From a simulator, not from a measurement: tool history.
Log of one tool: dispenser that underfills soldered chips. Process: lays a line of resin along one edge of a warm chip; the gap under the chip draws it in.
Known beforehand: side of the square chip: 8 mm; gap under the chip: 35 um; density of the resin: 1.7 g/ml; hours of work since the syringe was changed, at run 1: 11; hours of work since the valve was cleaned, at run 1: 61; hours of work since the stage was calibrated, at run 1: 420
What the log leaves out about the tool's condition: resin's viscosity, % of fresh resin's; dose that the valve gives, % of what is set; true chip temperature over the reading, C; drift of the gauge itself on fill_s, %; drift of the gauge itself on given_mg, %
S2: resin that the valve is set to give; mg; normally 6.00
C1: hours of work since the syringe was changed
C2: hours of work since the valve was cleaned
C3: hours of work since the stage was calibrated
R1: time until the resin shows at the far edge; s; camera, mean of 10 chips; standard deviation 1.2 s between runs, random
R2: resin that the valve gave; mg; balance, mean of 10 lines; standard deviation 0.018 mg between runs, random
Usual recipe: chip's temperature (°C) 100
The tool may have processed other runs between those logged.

Run 1, hour 0.0: usual settings; C1 11; C2 61; C3 420. Result: R1 221.1 s, R2 5.93 mg.
At hour 1.2: new syringe of resin.
Run 2, hour 9.1: usual settings; C1 6; C2 68; C3 427. Result: R1 171.8 s, R2 5.93 mg.
At hour 16.6: new syringe of resin.
Run 3, hour 21.3: usual settings; C1 4; C2 77; C3 436. Result: R1 149.1 s, R2 5.86 mg.
At hour 31.5: new syringe of resin.
Run 4, hour 35.2: usual settings but chip's temperature (°C) 96; C1 3; C2 87; C3 446. Result: R1 159.9 s, R2 5.91 mg.
Run 5, hour 43.6: usual settings but chip's temperature (°C) 109; C1 9; C2 93; C3 453. Result: R1 156.5 s, R2 5.82 mg.
At hour 46.8: new syringe of resin.
Run 6, hour 50.5: usual settings but chip's temperature (°C) 109; C1 3; C2 98; C3 458. Result: R1 107.9 s, R2 5.83 mg.
At hour 53.9: dispensing valve cleaned and set on the balance.
At hour 62.8: new syringe of resin.
Run 7, hour 64.7: usual settings but chip's temperature (°C) 109; C1 1; C2 8; C3 468. Result: R1 102.9 s, R2 6.01 mg.
Run 8, hour 73.8: usual settings but chip's temperature (°C) 109; C1 8; C2 15; C3 475. Result: R1 153.5 s, R2 5.94 mg.
At hour 78.4: new syringe of resin.
Run 9, hour 80.5: usual settings but chip's temperature (°C) 97; C1 2; C2 20; C3 480. Result: R1 145.7 s, R2 5.92 mg.
Run 10, hour 92.4: usual settings; C1 11; C2 29; C3 489. Result: R1 226.6 s, R2 5.96 mg.
At hour 94.0: new syringe of resin.
Run 11, hour 104.9: usual settings but chip's temperature (°C) 109; C1 8; C2 38; C3 498. Result: R1 152.4 s, R2 5.90 mg.
At hour 109.0: new syringe of resin.
Run 12, hour 119.9: usual settings but chip's temperature (°C) 109; C1 8; C2 50; C3 509. Result: R1 153.8 s, R2 5.88 mg.
At hour 124.3: new syringe of resin.
Run 13, hour 129.0: usual settings but S2 7.47 mg; C1 4; C2 56; C3 516. Result: R1 150.0 s, R2 7.31 mg.
Run 14, hour 135.3: usual settings but S2 6.14 mg; C1 8; C2 61; C3 521. Result: R1 193.6 s, R2 5.99 mg.
At hour 139.4: new syringe of resin.
Run 15, hour 148.5: usual settings but S2 6.14 mg; C1 7; C2 71; C3 531. Result: R1 182.5 s, R2 5.99 mg.
At hour 154.5: new syringe of resin.
Run 16, hour 157.4: usual settings but chip's temperature (°C) 110, S2 6.19 mg; C1 2; C2 78; C3 537. Result: R1 104.4 s, R2 6.02 mg.
Run 17, hour 167.6: usual settings but chip's temperature (°C) 110, S2 6.19 mg; C1 10; C2 85; C3 545. Result: R1 165.3 s, R2 5.97 mg.
At hour 170.5: new syringe of resin.
Run 18, hour 176.0: usual settings but S2 7.22 mg; C1 4; C2 92; C3 551. Result: R1 152.8 s, R2 6.98 mg.
At hour 186.3: new syringe of resin.
Run 19, hour 186.3: usual settings but S2 7.22 mg; C1 0; C2 99; C3 559. Result: R1 120.6 s, R2 6.97 mg.
At hour 188.9: dispensing valve cleaned and set on the balance.
Run 20, hour 196.6: usual settings but chip's temperature (°C) 115, S2 5.58 mg; C1 7; C2 6; C3 566. Result: R1 120.7 s, R2 5.61 mg.
At hour 202.2: new syringe of resin.
Run 21, hour 208.5: usual settings but chip's temperature (°C) 96, S2 5.15 mg; C1 5; C2 15; C3 575. Result: R1 193.4 s, R2 5.15 mg.
At hour 217.2: new syringe of resin.
Run 22, hour 220.5: usual settings but chip's temperature (°C) 89, S2 6.95 mg; C1 3; C2 24; C3 584. Result: R1 200.8 s, R2 6.96 mg.
Run 23, hour 231.1: usual settings but chip's temperature (°C) 89, S2 6.95 mg; C1 11; C2 32; C3 592. Result: R1 322.0 s, R2 6.89 mg.
At hour 232.7: new syringe of resin.
Run 24, hour 239.4: usual settings but chip's temperature (°C) 89, S2 6.95 mg; C1 5; C2 38; C3 598. Result: R1 233.0 s, R2 6.83 mg.
At hour 248.3: new syringe of resin.
Run 25, hour 249.7: usual settings but chip's temperature (°C) 103, S2 5.20 mg; C1 1; C2 46; C3 606. Result: R1 124.6 s, R2 5.13 mg.
Run 26, hour 262.6: usual settings but chip's temperature (°C) 98, S2 6.62 mg; C1 11; C2 55; C3 616. Result: R1 248.1 s, R2 6.51 mg.
At hour 264.0: new syringe of resin.
Run 27, hour 271.3: usual settings but chip's temperature (°C) 106, S2 7.62 mg; C1 6; C2 62; C3 622. Result: R1 143.9 s, R2 7.45 mg.
At hour 278.9: new syringe of resin.
Run 28, hour 282.1: usual settings but chip's temperature (°C) 107, S2 5.71 mg; C1 2; C2 70; C3 630. Result: R1 116.0 s, R2 5.59 mg.
Run 29, hour 292.0: usual settings but chip's temperature (°C) 107, S2 6.03 mg; C1 10; C2 78; C3 638. Result: R1 178.5 s, R2 5.90 mg.

Below are 5 alternative next runs, each starting from the tool's condition after run 29. Predict each:
At hour 294.4: new syringe of resin.
Run A, hour 306.0: usual settings but chip's temperature (°C) 107, S2 7.02 mg; C1 9; C2 88; C3 648. Result: R1 ?, R2 ?.
At hour 294.4: new syringe of resin.
Run B, hour 306.0: usual settings but S2 6.92 mg; C1 9; C2 88; C3 648. Result: R1 ?, R2 ?.
At hour 294.4: new syringe of resin.
Run C, hour 306.0: usual settings but S2 7.22 mg; C1 9; C2 88; C3 648. Result: R1 ?, R2 ?.
At hour 294.4: new syringe of resin.
Run D, hour 306.0: usual settings but chip's temperature (°C) 105, S2 6.03 mg; C1 9; C2 88; C3 648. Result: R1 ?, R2 ?.
At hour 294.4: new syringe of resin.
Run E, hour 306.0: usual settings but chip's temperature (°C) 99, S2 5.19 mg; C1 9; C2 88; C3 648. Result: R1 ?, R2 ?.

run     R1    R2
  A  171.0  6.78
  B  207.8  6.70
  C  207.2  7.01
  D  180.2  5.86
  E  224.0  5.05
With the hidden condition removed and each run's random variation left untouched, the same runs would have given:
run     R1    R2
  A   90.9  6.98
  B  109.6  6.90
  C  109.6  7.21
  D   95.4  6.03
  E  117.5  5.19
